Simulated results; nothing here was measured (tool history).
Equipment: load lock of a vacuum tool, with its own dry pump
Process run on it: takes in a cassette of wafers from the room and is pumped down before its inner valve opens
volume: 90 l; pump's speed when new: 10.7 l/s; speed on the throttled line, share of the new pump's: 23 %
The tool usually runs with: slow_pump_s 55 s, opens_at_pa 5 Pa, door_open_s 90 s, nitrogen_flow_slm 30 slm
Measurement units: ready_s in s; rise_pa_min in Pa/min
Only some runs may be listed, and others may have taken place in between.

run	hour	slow_pump_s	opens_at_pa	door_open_s	nitrogen_flow_slm	incoming humidity of the room's air, %	ready_s	rise_pa_min
1	0.0	55	5	90	30	42.6	129.9	0.262
2	192.5	55	5	90	9	49.1	131.0	0.295
3	472.2	55	6	90	30	44.0	130.3	0.283
4	688.5	55	5	90	30	45.2	130.8	0.308
5	952.7	55	5	90	30	45.3	129.7	0.314
6	1231.1	55	10	235	11	49.9	123.2	0.361
7	1398.3	84	5	28	12	45.5	151.8	0.334
8	1659.2	56	6	90	30	43.5	128.1	0.345
9	1882.1	55	9	90	30	42.7	125.7	0.361
10	2070.3	55	8	90	30	45.0	125.5	0.365

Measured less the same run without the tool's hidden state. The same run-to-run variation is in both; the gauge's scatter may not be:
What the log doesn't record here: pump's speed, % of a new pump's; leak at the door's seal, Pa l/s; drift of the gauge itself on ready_s, %; drift of the gauge itself on rise_pa_min, %.
run	ready_s	rise_pa_min
1	+3.7	+0.233
2	+3.9	+0.245
3	+4.0	+0.254
4	+4.1	+0.272
5	+4.1	+0.278
6	+3.8	+0.293
7	+4.0	+0.303
8	+4.2	+0.312
9	+4.1	+0.331
10	+4.4	+0.336
